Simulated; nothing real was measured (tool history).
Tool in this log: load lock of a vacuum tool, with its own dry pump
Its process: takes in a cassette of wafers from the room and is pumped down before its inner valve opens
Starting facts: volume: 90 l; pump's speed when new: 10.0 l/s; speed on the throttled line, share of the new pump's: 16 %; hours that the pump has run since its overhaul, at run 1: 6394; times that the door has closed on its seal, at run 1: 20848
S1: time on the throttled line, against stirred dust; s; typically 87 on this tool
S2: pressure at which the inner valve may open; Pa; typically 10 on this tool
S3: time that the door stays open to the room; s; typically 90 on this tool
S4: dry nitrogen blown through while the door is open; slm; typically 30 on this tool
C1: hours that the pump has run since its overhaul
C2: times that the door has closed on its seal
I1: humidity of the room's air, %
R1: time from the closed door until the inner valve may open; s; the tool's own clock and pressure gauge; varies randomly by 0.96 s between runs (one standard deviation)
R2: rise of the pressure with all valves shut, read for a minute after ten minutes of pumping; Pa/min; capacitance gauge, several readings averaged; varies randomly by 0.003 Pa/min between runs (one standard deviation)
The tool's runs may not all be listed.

{"run": 1, "hour": 0.0, "S1": 87, "S2": 10, "S3": 90, "S4": 30, "C1": 6394, "C2": 20848, "I1": 45.3, "R1": 161.0, "R2": 0.463}
{"run": 2, "hour": 339.5, "S1": 87, "S2": 10, "S3": 90, "S4": 30, "C1": 6734, "C2": 21726, "I1": 45.4, "R1": 162.3, "R2": 0.481}
{"run": 3, "hour": 532.2, "S1": 87, "S2": 10, "S3": 90, "S4": 30, "C1": 6926, "C2": 22225, "I1": 43.7, "R1": 161.1, "R2": 0.502}
{"run": 4, "hour": 888.8, "S1": 87, "S2": 10, "S3": 90, "S4": 30, "C1": 7283, "C2": 23147, "I1": 44.3, "R1": 161.2, "R2": 0.532}
{"run": 5, "hour": 1287.9, "S1": 87, "S2": 10, "S3": 90, "S4": 30, "C1": 7682, "C2": 24179, "I1": 45.7, "R1": 161.1, "R2": 0.58}
{"run": 6, "hour": 1481.7, "S1": 87, "S2": 8, "S3": 90, "S4": 30, "C1": 7876, "C2": 24680, "I1": 46.0, "R1": 164.9, "R2": 0.603}
{"hour": 1621.5, "done": "door's seal changed, seat wiped"}
{"run": 7, "hour": 1691.8, "S1": 87, "S2": 8, "S3": 90, "S4": 30, "C1": 8084, "C2": 182, "I1": 44.5, "R1": 165.6, "R2": 0.028}
{"run": 8, "hour": 1881.2, "S1": 87, "S2": 8, "S3": 90, "S4": 30, "C1": 8274, "C2": 672, "I1": 43.0, "R1": 163.9, "R2": 0.027}
{"run": 9, "hour": 2193.4, "S1": 87, "S2": 8, "S3": 90, "S4": 30, "C1": 8586, "C2": 1480, "I1": 48.5, "R1": 167.1, "R2": 0.043}
{"run": 10, "hour": 2393.2, "S1": 87, "S2": 19, "S3": 90, "S4": 30, "C1": 8786, "C2": 1996, "I1": 42.8, "R1": 157.3, "R2": 0.046}
{"run": 11, "hour": 2646.8, "S1": 87, "S2": 19, "S3": 90, "S4": 30, "C1": 9039, "C2": 2652, "I1": 45.5, "R1": 155.7, "R2": 0.054}
{"run": 12, "hour": 3090.4, "S1": 87, "S2": 19, "S3": 90, "S4": 30, "C1": 9483, "C2": 3799, "I1": 46.9, "R1": 155.9, "R2": 0.071}
{"run": 13, "hour": 3414.1, "S1": 87, "S2": 19, "S3": 90, "S4": 10, "C1": 9807, "C2": 4636, "I1": 48.3, "R1": 157.8, "R2": 0.098}
{"run": 14, "hour": 3623.6, "S1": 87, "S2": 10, "S3": 90, "S4": 30, "C1": 10016, "C2": 5178, "I1": 46.2, "R1": 164.0, "R2": 0.086}
{"run": 15, "hour": 4074.1, "S1": 87, "S2": 8, "S3": 90, "S4": 30, "C1": 10467, "C2": 6343, "I1": 47.0, "R1": 166.2, "R2": 0.107}
{"run": 16, "hour": 4351.9, "S1": 87, "S2": 10, "S3": 90, "S4": 30, "C1": 10745, "C2": 7061, "I1": 45.2, "R1": 164.0, "R2": 0.114}
{"run": 17, "hour": 4535.7, "S1": 87, "S2": 10, "S3": 90, "S4": 30, "C1": 10928, "C2": 7537, "I1": 47.0, "R1": 163.7, "R2": 0.132}
{"run": 18, "hour": 4750.3, "S1": 87, "S2": 10, "S3": 90, "S4": 30, "C1": 11143, "C2": 8092, "I1": 47.7, "R1": 164.8, "R2": 0.138}
{"hour": 4903.6, "done": "dry pump taken out, an overhauled one fitted"}
{"run": 19, "hour": 5014.9, "S1": 87, "S2": 10, "S3": 161, "S4": 4, "C1": 111, "C2": 8760, "I1": 43.0, "R1": 155.9, "R2": 0.205}
{"run": 20, "hour": 5274.2, "S1": 103, "S2": 10, "S3": 88, "S4": 24, "C1": 371, "C2": 9431, "I1": 42.7, "R1": 168.8, "R2": 0.161}
{"run": 21, "hour": 5489.3, "S1": 162, "S2": 11, "S3": 109, "S4": 5, "C1": 586, "C2": 9987, "I1": 44.6, "R1": 217.7, "R2": 0.218}
{"run": 22, "hour": 5747.3, "S1": 87, "S2": 10, "S3": 26, "S4": 30, "C1": 844, "C2": 10654, "I1": 44.7, "R1": 156.4, "R2": 0.184}
{"run": 23, "hour": 5936.3, "S1": 146, "S2": 20, "S3": 45, "S4": 23, "C1": 1033, "C2": 11143, "I1": 43.4, "R1": 198.9, "R2": 0.196}
{"run": 24, "hour": 6269.5, "S1": 147, "S2": 12, "S3": 191, "S4": 6, "C1": 1366, "C2": 12005, "I1": 45.7, "R1": 205.9, "R2": 0.294}

Run 25, settings as shown, results not yet in. Your forecast:
{"run": 25, "hour": 6457.6, "S1": 72, "S2": 17, "S3": 191, "S4": 6, "C1": 1554, "C2": 12491, "I1": 45.6, "R1": "?", "R2": "?"}

{"run 25": {"R1": 137.8, "R2": 0.297}}
The same run, on a tool lacking any hidden state, would have yielded R1 137.2 s, R2 0.092 Pa/min.
